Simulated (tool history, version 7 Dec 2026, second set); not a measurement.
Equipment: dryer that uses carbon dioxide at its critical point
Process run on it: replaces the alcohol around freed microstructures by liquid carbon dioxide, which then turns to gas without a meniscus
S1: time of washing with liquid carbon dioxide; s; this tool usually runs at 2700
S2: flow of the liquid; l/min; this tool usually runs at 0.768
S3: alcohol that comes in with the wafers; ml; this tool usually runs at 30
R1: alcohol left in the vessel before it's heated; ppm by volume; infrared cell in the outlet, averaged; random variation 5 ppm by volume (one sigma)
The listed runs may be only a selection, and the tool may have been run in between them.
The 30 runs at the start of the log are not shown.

run    hour    S1     S2   S3   R1
 31     837  2700  0.601   30  150
 32   869.5  3780  1.053  112  114
 33   904.3  3780  0.668   82  118
 34   937.8  3420  1.095   50  121
 35   972.4  3420  0.932   50  141
 36   991.4  2520  0.801   32  150
 37  1026.5  2400  1.242   38  142
 38  1044.1  2460  1.242   49  155
 39  1074.8  2040  1.242   77  168
 40  1104.3  3660  1.017   27  154
 41  1140.5  3660  1.017   27  164
 42  1176.3  2040  0.529   37  551
 43  1203.9  2400  0.731   30  211
 44  1230.4  1680  0.886   30  281
 45  1249.4  1920  0.923   30  219
 46  1276.3  1740  1.099   30  211
 47  1298.8  1740  1.099   30  222
 48  1332.3  4320  1.097   34  208

Consider 3 possible next runs. They are alternatives, not a sequence: every one starts from the tool as it was left by run 48. What does each give?
  A  1355.1  2700  0.641  30   ?
  B  1355.1  3420  0.768  97   ?
  C  1355.1  2460  1.179  43   ?

run   R1
  A  266
  B  219
  C  216
Take away the tool's hidden state, keep each run's random variation, and the runs would have read:
run  R1
  A  35
  B   6
  C   3
